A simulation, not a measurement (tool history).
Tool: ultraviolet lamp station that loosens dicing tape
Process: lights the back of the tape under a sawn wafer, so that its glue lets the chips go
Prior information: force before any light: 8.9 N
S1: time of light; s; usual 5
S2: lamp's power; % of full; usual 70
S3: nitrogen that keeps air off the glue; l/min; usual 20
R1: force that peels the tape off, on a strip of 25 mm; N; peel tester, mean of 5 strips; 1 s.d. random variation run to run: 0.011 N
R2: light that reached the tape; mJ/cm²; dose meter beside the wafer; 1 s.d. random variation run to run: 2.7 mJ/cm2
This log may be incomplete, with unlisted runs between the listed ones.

run 1 hour=0 | S1=5 S2=70 S3=20 | R1=0.623 R2=328
run 2 hour=7.9 | S1=5 S2=70 S3=20 | R1=0.621 R2=327
run 3 hour=18.1 | S1=5 S2=70 S3=20 | R1=0.612 R2=330
run 4 hour=24.2 | S1=5 S2=70 S3=6 | R1=1.593 R2=328
run 5 hour=34.2 | S1=5 S2=70 S3=20 | R1=0.641 R2=323
run 6 hour=45.3 | S1=5 S2=70 S3=20 | R1=0.644 R2=321
run 7 hour=51.9 | S1=5 S2=90 S3=20 | R1=0.361 R2=415
run 8 hour=61.2 | S1=5 S2=74 S3=20 | R1=0.551 R2=344
run 9 hour=71.4 | S1=5 S2=74 S3=20 | R1=0.562 R2=342
run 10 hour=79 | S1=5 S2=74 S3=20 | R1=0.561 R2=344
run 11 hour=90.2 | S1=5 S2=74 S3=20 | R1=0.553 R2=342
run 12 hour=102.6 | S1=5 S2=70 S3=20 | R1=0.648 R2=316
run 13 hour=109.8 | S1=5 S2=70 S3=20 | R1=0.655 R2=322
run 14 hour=117.3 | S1=5 S2=70 S3=20 | R1=0.641 R2=320
run 15 hour=125.7 | S1=5 S2=70 S3=20 | R1=0.64 R2=318
run 16 hour=136.6 | S1=5 S2=92 S3=20 | R1=0.375 R2=416
run 17 hour=143.7 | S1=5 S2=92 S3=20 | R1=0.382 R2=414
run 18 hour=156.3 | S1=5 S2=92 S3=20 | R1=0.369 R2=417
run 19 hour=161.9 | S1=5 S2=70 S3=25 | R1=0.55 R2=316
run 20 hour=168.2 | S1=5 S2=70 S3=7 | R1=1.562 R2=314
run 21 hour=173.7 | S1=5 S2=70 S3=7 | R1=1.551 R2=313
run 22 hour=181.9 | S1=5 S2=70 S3=7 | R1=1.556 R2=312
run 23 hour=187 | S1=5 S2=70 S3=26 | R1=0.552 R2=316
run 24 hour=197.6 | S1=5 S2=70 S3=26 | R1=0.561 R2=310
run 25 hour=204.5 | S1=5 S2=88 S3=18 | R1=0.452 R2=393
run 26 hour=216.4 | S1=6 S2=73 S3=22 | R1=0.404 R2=389
run 27 hour=225.1 | S1=5 S2=70 S3=15 | R1=0.851 R2=308
run 28 hour=230.6 | S1=4 S2=73 S3=39 | R1=0.611 R2=260
run 29 hour=239.1 | S1=2 S2=93 S3=7 | R1=3.467 R2=166
run 30 hour=247.8 | S1=4 S2=86 S3=7 | R1=1.648 R2=304
run 31 hour=253 | S1=5 S2=73 S3=20 | R1=0.641 R2=326
run 32 hour=264.6 | S1=5 S2=73 S3=35 | R1=0.443 R2=324
run 33 hour=276.9 | S1=3 S2=79 S3=7 | R1=2.841 R2=208
run 34 hour=289.4 | S1=5 S2=83 S3=10 | R1=0.961 R2=359
run 35 hour=298 | S1=5 S2=83 S3=10 | R1=0.9 R2=359
run 36 hour=305.1 | S1=5 S2=83 S3=10 | R1=0.89 R2=361
run 37 hour=317.3 | S1=4 S2=77 S3=10 | R1=1.629 R2=266
run 38 hour=322.5 | S1=2 S2=70 S3=28 | R1=2.607 R2=122
run 39 hour=328.7 | S1=5 S2=70 S3=24 | R1=0.65 R2=303
run 40 hour=338.5 | S1=5 S2=70 S3=24 | R1=0.632 R2=298
run 41 hour=346.8 | S1=5 S2=70 S3=24 | R1=0.654 R2=303
run 42 hour=354.7 | S1=3 S2=67 S3=21 | R1=1.948 R2=175
run 43 hour=363.7 | S1=3 S2=67 S3=21 | R1=1.949 R2=169

Each row is a separate what-if for the run after 43, all from the same tool condition, not one after another. Results?
run A hour=371.5 | S1=3 S2=93 S3=13 | R1=? R2=?
run B hour=371.5 | S1=3 S2=67 S3=10 | R1=? R2=?
run C hour=371.5 | S1=7 S2=67 S3=28 | R1=? R2=?

run=A R1=1.672 R2=236
run=B R1=2.908 R2=170
run=C R1=0.312 R2=398
Had the tool no hidden state, the same runs would have come out as:
run=A R1=1.168 R2=290
run=B R1=2.268 R2=209
run=C R1=0.228 R2=489
